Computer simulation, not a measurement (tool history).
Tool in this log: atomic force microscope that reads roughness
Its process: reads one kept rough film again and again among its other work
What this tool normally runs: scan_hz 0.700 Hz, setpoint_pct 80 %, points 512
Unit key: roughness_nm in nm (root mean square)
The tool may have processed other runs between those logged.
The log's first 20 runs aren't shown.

run     day  scan_hz  setpoint_pct  points  pictures with this tip  hours of work since the height scale was calibrated  roughness_nm
 21  23.196    0.700            74     512                     180                                                  722         3.163
     23.346  -- height scale calibrated on a step standard
     23.650  -- new tip fitted
 22  24.496    0.700            74     512                      23                                                   18         3.358
 23  25.529    0.515            82    1000                      50                                                   35         3.290
 24  26.900    0.515            82    1000                      87                                                   57         3.257
 25  28.621    0.515            82    1000                     132                                                   85         3.195
 26  29.796    0.994            79     593                     163                                                  104         3.070
     30.812  -- new tip fitted
 27  31.379    1.203            81     311                      15                                                  129         3.102
     31.850  -- height scale calibrated on a step standard, once more
 28  32.471    1.203            65     325                      43                                                   10         3.344
 29  33.454    1.203            65     325                      69                                                   26         3.284
 30  34.446    0.525            77     603                      95                                                   42         3.299
 31  36.008    1.753            77     516                     137                                                   67         2.962
 32  36.808    0.530            80     358                     158                                                   80         3.188

Expected results for the next run?
 33  37.754    2.883            80     512                     183                                                   95             ?

Run 33 came out at roughness_nm 2.630 nm (root mean square).
With the hidden condition absent and the run-to-run variation left alone, this run would have shown roughness_nm 2.808 nm (root mean square).
